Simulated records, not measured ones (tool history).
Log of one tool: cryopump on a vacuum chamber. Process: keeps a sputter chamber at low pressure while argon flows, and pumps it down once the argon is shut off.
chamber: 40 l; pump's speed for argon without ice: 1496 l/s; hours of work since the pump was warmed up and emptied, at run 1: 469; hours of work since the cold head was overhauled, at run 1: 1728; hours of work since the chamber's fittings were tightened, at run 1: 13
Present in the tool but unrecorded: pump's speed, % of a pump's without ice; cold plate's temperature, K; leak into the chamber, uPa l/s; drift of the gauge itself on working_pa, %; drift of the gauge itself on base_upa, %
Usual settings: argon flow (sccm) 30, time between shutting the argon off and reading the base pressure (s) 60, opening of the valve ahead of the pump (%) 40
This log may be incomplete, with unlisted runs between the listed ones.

run	hour	argon flow (sccm)	time between shutting the argon off and reading the base pressure (s)	opening of the valve ahead of the pump (%)	hours of work since the pump was warmed up and emptied	hours of work since the cold head was overhauled	hours of work since the chamber's fittings were tightened	pressure while argon flows (Pa)	pressure after the wait (uPa)
1	0	30	60	40	469	1728	13	0.0964	1.33
2	68.8	30	60	40	504	1763	48	0.0978	1.43
3	149.1	30	60	40	545	1805	90	0.0984	1.39
4	199.5	30	60	40	571	1830	116	0.0982	1.46
# hour 269.9: pump warmed up, emptied and cooled again
5	281.6	13	60	40	6	1870	155	0.0368	1.35
6	340.9	30	60	15	36	1900	186	0.2275	1.38
7	387.7	33	60	40	60	1924	210	0.0958	1.33
8	465.9	33	60	40	101	1965	250	0.0956	1.35
9	550	33	60	40	144	2008	293	0.097	1.36
10	609.3	30	60	39	174	2038	323	0.0905	1.41
11	673.2	30	60	39	207	2071	356	0.0926	1.38
12	765.9	30	60	39	255	2119	404	0.0935	1.46
13	844.4	30	60	39	295	2159	444	0.0942	1.42
14	900.4	30	60	39	324	2188	473	0.0945	1.44
15	953.8	30	60	39	351	2215	500	0.0954	1.45
16	1046.6	33	211	48	399	2263	548	0.0883	0.71
17	1097.2	13	57	21	425	2289	574	0.0746	1.55
18	1188.4	36	57	24	471	2335	620	0.1835	1.52
19	1273.9	36	57	24	515	2379	664	0.1845	1.61
20	1345.1	20	46	17	552	2416	701	0.1421	1.91
21	1414.6	30	29	55	587	2451	737	0.0772	2.69
# hour 1453.3: pump warmed up, emptied and cooled again
22	1496	30	36	40	22	2491	776	0.087	2.16
23	1585.7	30	36	40	68	2537	822	0.0871	2.2
24	1650.2	29	36	15	101	2570	855	0.2211	2.18
25	1714.9	46	30	19	134	2603	888	0.28	2.52
26	1806.3	46	30	19	181	2650	935	0.2834	2.53
27	1845.9	30	67	40	201	2670	955	0.0901	1.38
28	1919	13	59	31	239	2708	993	0.0495	1.53

Alternative continuations, all from the tool just after run 28; predict every row:
A	1999	13	59	31	280	2749	1034	?	?
B	1999	31	59	31	280	2749	1034	?	?
C	1999	38	60	58	280	2749	1034	?	?

run	pressure while argon flows (Pa)	pressure after the wait (uPa)
A	0.0504	1.55
B	0.1202	1.55
C	0.0829	1.52
What these runs would have given with no unlogged condition in the tool:
run	pressure while argon flows (Pa)	pressure after the wait (uPa)
A	0.0474	1.28
B	0.113	1.28
C	0.074	1.25
